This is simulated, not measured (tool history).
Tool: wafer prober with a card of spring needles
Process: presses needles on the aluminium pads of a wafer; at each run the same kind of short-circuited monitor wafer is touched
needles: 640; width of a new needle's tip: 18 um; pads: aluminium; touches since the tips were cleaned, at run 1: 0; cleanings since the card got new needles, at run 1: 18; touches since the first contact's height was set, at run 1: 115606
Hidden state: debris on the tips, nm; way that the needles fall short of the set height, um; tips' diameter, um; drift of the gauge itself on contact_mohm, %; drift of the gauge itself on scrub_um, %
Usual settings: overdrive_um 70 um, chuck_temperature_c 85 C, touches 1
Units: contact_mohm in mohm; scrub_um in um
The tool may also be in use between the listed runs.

run   hour  overdrive_um  chuck_temperature_c  touches  touches since the tips were cleaned  cleanings since the card got new needles  touches since the first contact's height was set  contact_mohm  scrub_um
  1      0            70                   85        1                                    0                                        18                                            115606           273     14.46
  2    6.7            70                   85        1                                 3444                                        18                                            119050           297     14.45
      11.2  -- tips cleaned on abrasive film
  3   14.7            70                   92        1                                 1781                                        19                                            123124           292     14.49
      18.6  -- height of the first contact set anew
      23.3  -- tips cleaned on abrasive film
  4   25.1            70                   92        1                                  939                                        20                                              3296           282     14.87
      34.3  -- tips cleaned on abrasive film
  5   37.5            70                   92        1                                 1672                                        21                                              9645           291     14.91
      46.3  -- tips cleaned on abrasive film
  6   47.2            70                   92        1                                  487                                        22                                             14599           281     14.85
  7   54.9            52                   92        1                                 4434                                        22                                             18546           328     11.06
      57.2  -- tips cleaned on abrasive film
  8     64            52                   92        1                                 3494                                        23                                             23188           317     10.97
      68.3  -- tips cleaned on abrasive film
  9   76.3            52                   92        1                                 4126                                        24                                             29507           323     10.91
      79.8  -- tips cleaned on abrasive film
 10   87.5            52                   92        1                                 3986                                        25                                             35256           324     10.95
      91.1  -- tips cleaned on abrasive film
 11   98.2            52                   92        1                                 3665                                        26                                             40717           326      10.9
     102.3  -- tips cleaned on abrasive film
 12  109.6            52                   92        1                                 3776                                        27                                             46543           325     10.88
     113.6  -- tips cleaned on abrasive film
 13  117.2            52                   92        1                                 1829                                        28                                             50400           306     10.87
     125.2  -- tips cleaned on abrasive film
 14  130.7            52                   92        1                                 2857                                        29                                             57333           321      10.9
     136.3  -- tips cleaned on abrasive film
 15    138            52                   92        1                                  864                                        30                                             61029           293     10.82
 16  146.6            52                   92        1                                 5328                                        30                                             65493           336      10.8
     147.7  -- tips cleaned on abrasive film
     158.5  -- tips cleaned on abrasive film
 17  159.3            70                   85        1                                  394                                        32                                             71937           276     14.56
 18  168.4            50                   35        1                                 5072                                        32                                             76615           325     10.35
     169.4  -- tips cleaned on abrasive film
 19  175.6            50                   35        1                                 3164                                        33                                             80293           314     10.33
     181.3  -- tips cleaned on abrasive film
 20  187.7            70                   26        1                                 3299                                        34                                             86482           283      14.6
     192.9  -- tips cleaned on abrasive film
 21  193.3            70                   26        1                                  233                                        35                                             89340           260     14.52
 22  200.1            53                   26        2                                 3746                                        35                                             92853           285     10.91
     203.7  -- tips cleaned on abrasive film
 23  210.4            70                   85        1                                 3481                                        36                                             98123           300     14.53
     215.3  -- tips cleaned on abrasive film
 24  217.8            70                   42        1                                 1291                                        37                                            101860           273     14.52
     226.3  -- tips cleaned on abrasive film
 25    227            70                   42        1                                  366                                        38                                            106580           268     14.46
     237.4  -- tips cleaned on abrasive film
 26  237.4            51                   41        1                                    0                                        39                                            111878           270     10.41
 27    247            82                   62        1                                 4971                                        39                                            116849           290     17.06
     248.8  -- tips cleaned on abrasive film
 28  253.7            82                   62        1                                 2528                                        40                                            120253           286        17
     260.3  -- tips cleaned on abrasive film
 29    261            55                   38        1                                  360                                        41                                            123984           272      11.2
     262.9  -- height of the first contact set anew
     272.1  -- tips cleaned on abrasive film
 30  272.1            80                   85        2                                    0                                        42                                              4692           272     16.98
 31  277.6            80                   85        2                                 2835                                        42                                              7527           280     17.01
     283.4  -- tips cleaned on abrasive film
 32  286.6            80                   85        2                                 1642                                        43                                             12137           276     16.98
     294.9  -- tips cleaned on abrasive film
 33  299.5            51                   45        3                                 2341                                        44                                             18719           279     10.78
     306.5  -- tips cleaned on abrasive film
 34  309.3            51                   45        3                                 1461                                        45                                             23736           276     10.77

3 ways to go on from here, each from the tool as it stands after run 34. What would each give?
     317.3  -- tips cleaned on abrasive film
  A  317.5            51                   70        1                                  128                                        46                                             27925             ?         ?
     317.3  -- tips cleaned on abrasive film
  B  317.5            70                   43        1                                  128                                        46                                             27925             ?         ?
     317.3  -- tips cleaned on abrasive film
  C  317.5            56                   32        2                                  128                                        46                                             27925             ?         ?

run  contact_mohm  scrub_um
  A           280     10.75
  B           264     14.76
  C           263     11.88
Without the tool's hidden state the same runs would have given:
run  contact_mohm  scrub_um
  A           273     10.86
  B           260     14.87
  C           258     11.98

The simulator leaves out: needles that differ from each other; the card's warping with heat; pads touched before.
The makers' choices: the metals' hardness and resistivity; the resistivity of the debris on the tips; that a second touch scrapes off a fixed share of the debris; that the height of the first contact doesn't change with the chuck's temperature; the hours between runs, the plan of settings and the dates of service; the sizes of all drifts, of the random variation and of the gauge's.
